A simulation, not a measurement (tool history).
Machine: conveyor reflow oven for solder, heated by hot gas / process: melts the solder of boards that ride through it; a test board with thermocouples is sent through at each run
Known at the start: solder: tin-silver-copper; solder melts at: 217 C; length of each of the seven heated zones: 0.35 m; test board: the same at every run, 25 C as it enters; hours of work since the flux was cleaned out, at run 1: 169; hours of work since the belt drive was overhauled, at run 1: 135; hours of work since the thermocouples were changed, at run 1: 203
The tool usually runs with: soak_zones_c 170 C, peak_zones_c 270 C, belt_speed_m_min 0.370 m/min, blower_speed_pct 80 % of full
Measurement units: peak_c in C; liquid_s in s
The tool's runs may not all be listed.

| run | hour | soak_zones_c | peak_zones_c | belt_speed_m_min | blower_speed_pct | hours of work since the flux was cleaned out | hours of work since the belt drive was overhauled | hours of work since the thermocouples were changed | peak_c | liquid_s |
|---|---|---|---|---|---|---|---|---|---|---|
| 1 | 0.0 | 170 | 270 | 0.370 | 80 | 169 | 135 | 203 | 257.7 | 89.9 |
| 2 | 11.7 | 170 | 270 | 0.370 | 80 | 175 | 141 | 209 | 257.6 | 89.9 |
| 3 | 32.9 | 170 | 270 | 0.370 | 80 | 186 | 152 | 220 | 257.4 | 89.7 |
| 4 | 56.5 | 170 | 270 | 0.370 | 80 | 198 | 164 | 232 | 257.4 | 89.7 |
| 5 | 81.0 | 170 | 270 | 0.370 | 80 | 211 | 177 | 245 | 257.4 | 89.8 |
| 6 | 96.4 | 170 | 270 | 0.370 | 71 | 219 | 185 | 253 | 256.0 | 87.6 |
| 7 | 109.4 | 170 | 270 | 0.370 | 71 | 226 | 192 | 260 | 256.1 | 87.6 |
|  | 123.7 | flux residue cleaned out of gas plates and filters |
| 8 | 130.4 | 170 | 270 | 0.370 | 71 | 3 | 200 | 268 | 258.1 | 90.1 |
| 9 | 147.0 | 170 | 270 | 0.383 | 80 | 12 | 209 | 276 | 258.5 | 87.6 |
| 10 | 167.1 | 170 | 270 | 0.383 | 80 | 23 | 219 | 287 | 258.4 | 87.7 |
| 11 | 186.3 | 170 | 270 | 0.370 | 80 | 32 | 229 | 297 | 259.3 | 91.8 |
| 12 | 200.6 | 170 | 270 | 0.370 | 80 | 40 | 237 | 304 | 259.2 | 92.1 |
|  | 205.6 | belt drive overhauled, speed set with a stopwatch |
| 13 | 224.6 | 170 | 270 | 0.370 | 80 | 50 | 10 | 315 | 259.0 | 91.7 |
| 14 | 238.0 | 170 | 270 | 0.370 | 80 | 57 | 17 | 322 | 259.4 | 91.5 |
|  | 264.7 | belt drive overhauled, speed set with a stopwatch, once more |
| 15 | 265.1 | 170 | 270 | 0.370 | 80 | 69 | 0 | 334 | 259.0 | 91.1 |
| 16 | 286.3 | 170 | 270 | 0.370 | 80 | 80 | 11 | 345 | 259.0 | 91.1 |
| 17 | 297.3 | 176 | 272 | 0.311 | 84 | 86 | 17 | 350 | 265.7 | 119.5 |
| 18 | 311.3 | 157 | 282 | 0.349 | 58 | 93 | 24 | 358 | 265.1 | 95.6 |
| 19 | 332.1 | 182 | 279 | 0.387 | 80 | 104 | 35 | 368 | 267.1 | 98.2 |
| 20 | 352.2 | 182 | 279 | 0.387 | 80 | 114 | 45 | 379 | 267.0 | 98.2 |
| 21 | 365.5 | 175 | 282 | 0.390 | 80 | 121 | 52 | 386 | 268.6 | 95.0 |
| 22 | 376.4 | 175 | 282 | 0.390 | 80 | 127 | 58 | 391 | 268.6 | 95.2 |
| 23 | 396.5 | 156 | 270 | 0.370 | 80 | 137 | 68 | 402 | 256.1 | 82.9 |
| 24 | 411.6 | 170 | 270 | 0.416 | 80 | 145 | 76 | 410 | 254.8 | 76.4 |
| 25 | 422.6 | 170 | 270 | 0.416 | 80 | 151 | 82 | 415 | 254.9 | 76.4 |
| 26 | 442.6 | 170 | 262 | 0.434 | 80 | 161 | 92 | 426 | 246.6 | 64.7 |
| 27 | 461.7 | 170 | 270 | 0.404 | 64 | 171 | 102 | 436 | 252.4 | 75.7 |
| 28 | 476.6 | 170 | 268 | 0.407 | 65 | 179 | 110 | 443 | 250.6 | 73.1 |
| 29 | 492.4 | 182 | 269 | 0.370 | 80 | 187 | 118 | 452 | 258.8 | 97.2 |
| 30 | 512.3 | 170 | 274 | 0.424 | 65 | 198 | 129 | 462 | 254.1 | 73.1 |
| 31 | 533.4 | 170 | 274 | 0.401 | 68 | 208 | 139 | 473 | 256.7 | 80.4 |

Consider 4 possible next runs. They are alternatives, not a sequence: every one starts from the tool as it was left by run 31. What does each give?
| A | 555.9 | 157 | 274 | 0.302 | 82 | 220 | 151 | 484 | ? | ? |
| B | 555.9 | 170 | 259 | 0.401 | 55 | 220 | 151 | 484 | ? | ? |
| C | 555.9 | 182 | 274 | 0.375 | 55 | 220 | 151 | 484 | ? | ? |
| D | 555.9 | 170 | 274 | 0.403 | 68 | 220 | 151 | 484 | ? | ? |

| run | peak_c | liquid_s |
|---|---|---|
| A | 266.2 | 114.0 |
| B | 240.9 | 61.1 |
| C | 258.5 | 93.6 |
| D | 256.6 | 79.9 |
Had the tool no hidden state, the same runs would have come out as:
| run | peak_c | liquid_s |
|---|---|---|
| A | 266.8 | 115.2 |
| B | 241.8 | 63.2 |
| C | 259.2 | 94.5 |
| D | 257.8 | 81.4 |
